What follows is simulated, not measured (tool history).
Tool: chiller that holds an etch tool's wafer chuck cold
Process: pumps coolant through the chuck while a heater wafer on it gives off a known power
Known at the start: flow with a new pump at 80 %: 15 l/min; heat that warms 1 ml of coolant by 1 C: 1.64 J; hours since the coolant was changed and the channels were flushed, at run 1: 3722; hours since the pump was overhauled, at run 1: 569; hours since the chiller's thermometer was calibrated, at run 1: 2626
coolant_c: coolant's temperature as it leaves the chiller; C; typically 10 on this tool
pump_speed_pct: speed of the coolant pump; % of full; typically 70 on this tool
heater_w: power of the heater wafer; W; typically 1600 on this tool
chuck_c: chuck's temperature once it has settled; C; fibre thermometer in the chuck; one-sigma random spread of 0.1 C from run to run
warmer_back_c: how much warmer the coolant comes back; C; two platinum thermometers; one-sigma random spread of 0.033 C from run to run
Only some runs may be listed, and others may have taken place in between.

| run | hour | coolant_c | pump_speed_pct | heater_w | hours since the coolant was changed and the channels were flushed | hours since the pump was overhauled | hours since the chiller's thermometer was calibrated | chuck_c | warmer_back_c |
|---|---|---|---|---|---|---|---|---|---|
| 1 | 0.0 | 10 | 70 | 1600 | 3722 | 569 | 2626 | 27.1 | 4.61 |
| 2 | 63.1 | 10 | 70 | 1600 | 3785 | 632 | 2689 | 27.0 | 4.62 |
| 3 | 165.2 | 10 | 70 | 1600 | 3887 | 734 | 2791 | 27.3 | 4.65 |
| 4 | 221.7 | 10 | 70 | 1600 | 3944 | 791 | 2848 | 27.1 | 4.64 |
| 5 | 276.4 | 10 | 72 | 1600 | 3999 | 845 | 2903 | 27.4 | 4.51 |
| 6 | 349.3 | 10 | 72 | 1600 | 4071 | 918 | 2976 | 27.2 | 4.59 |
| 7 | 438.6 | 10 | 72 | 1600 | 4161 | 1007 | 3065 | 27.2 | 4.56 |
| 8 | 496.4 | 10 | 72 | 1600 | 4219 | 1065 | 3123 | 27.4 | 4.56 |
| 9 | 607.2 | 10 | 70 | 1600 | 4329 | 1176 | 3233 | 27.8 | 4.66 |
| 10 | 669.0 | 10 | 70 | 1600 | 4391 | 1238 | 3295 | 27.9 | 4.71 |
| 11 | 769.3 | 10 | 70 | 1600 | 4491 | 1338 | 3395 | 28.1 | 4.73 |
|  | 780.2 | coolant pump overhauled |
|  | 809.3 | coolant changed, channels flushed |
| 12 | 887.6 | 3 | 70 | 1600 | 78 | 101 | 3503 | 18.7 | 4.90 |
| 13 | 977.1 | 3 | 70 | 1600 | 168 | 191 | 3592 | 19.0 | 4.90 |
| 14 | 1046.5 | 3 | 70 | 1600 | 237 | 260 | 3662 | 19.0 | 4.91 |
| 15 | 1110.8 | 3 | 70 | 1600 | 302 | 325 | 3726 | 19.0 | 4.97 |
| 16 | 1201.9 | 3 | 70 | 1600 | 393 | 416 | 3817 | 19.1 | 4.94 |
| 17 | 1299.1 | 3 | 70 | 1600 | 490 | 513 | 3914 | 19.2 | 4.93 |
| 18 | 1367.6 | 8 | 71 | 1802 | 558 | 581 | 3983 | 26.1 | 5.58 |
|  | 1414.8 | coolant pump overhauled, once more |
| 19 | 1461.0 | 17 | 96 | 1029 | 647 | 46 | 4071 | 25.0 | 2.11 |
| 20 | 1558.4 | 17 | 96 | 1029 | 744 | 144 | 4169 | 25.2 | 2.05 |
| 21 | 1670.4 | 17 | 96 | 1029 | 856 | 256 | 4281 | 25.3 | 2.12 |
| 22 | 1778.2 | 17 | 96 | 1029 | 964 | 363 | 4388 | 25.4 | 2.10 |
| 23 | 1858.5 | 10 | 96 | 1083 | 1044 | 444 | 4469 | 18.7 | 2.24 |
| 24 | 1925.8 | 14 | 70 | 1357 | 1111 | 511 | 4536 | 27.3 | 3.92 |
| 25 | 2027.5 | 14 | 69 | 1659 | 1213 | 613 | 4638 | 30.6 | 4.88 |
| 26 | 2134.2 | 14 | 69 | 1659 | 1320 | 719 | 4744 | 30.5 | 4.86 |
| 27 | 2236.4 | 9 | 70 | 873 | 1422 | 822 | 4847 | 18.1 | 2.53 |
| 28 | 2349.2 | 12 | 81 | 1754 | 1535 | 934 | 4959 | 27.9 | 4.36 |
| 29 | 2455.0 | 3 | 61 | 1087 | 1641 | 1040 | 5065 | 15.5 | 3.69 |
| 30 | 2565.5 | 3 | 61 | 1087 | 1751 | 1151 | 5176 | 15.4 | 3.71 |
| 31 | 2620.1 | 8 | 65 | 918 | 1806 | 1205 | 5230 | 18.0 | 2.92 |

5 options for the next run, each taken on its own from the tool as it stands now. Forecast them:
| A | 2716.8 | 15 | 65 | 918 | 1902 | 1302 | 5327 | ? | ? |
| B | 2716.8 | 8 | 81 | 918 | 1902 | 1302 | 5327 | ? | ? |
| C | 2716.8 | 7 | 70 | 1600 | 1902 | 1302 | 5327 | ? | ? |
| D | 2716.8 | 8 | 89 | 856 | 1902 | 1302 | 5327 | ? | ? |
| E | 2716.8 | 9 | 75 | 997 | 1902 | 1302 | 5327 | ? | ? |

| run | chuck_c | warmer_back_c |
|---|---|---|
| A | 25.2 | 2.90 |
| B | 16.9 | 2.36 |
| C | 23.5 | 4.75 |
| D | 15.7 | 1.95 |
| E | 19.0 | 2.72 |
With the hidden condition removed and each run's random variation left untouched, the same runs would have given:
| run | chuck_c | warmer_back_c |
|---|---|---|
| A | 23.8 | 2.75 |
| B | 15.6 | 2.24 |
| C | 21.5 | 4.53 |
| D | 14.5 | 1.86 |
| E | 17.6 | 2.59 |
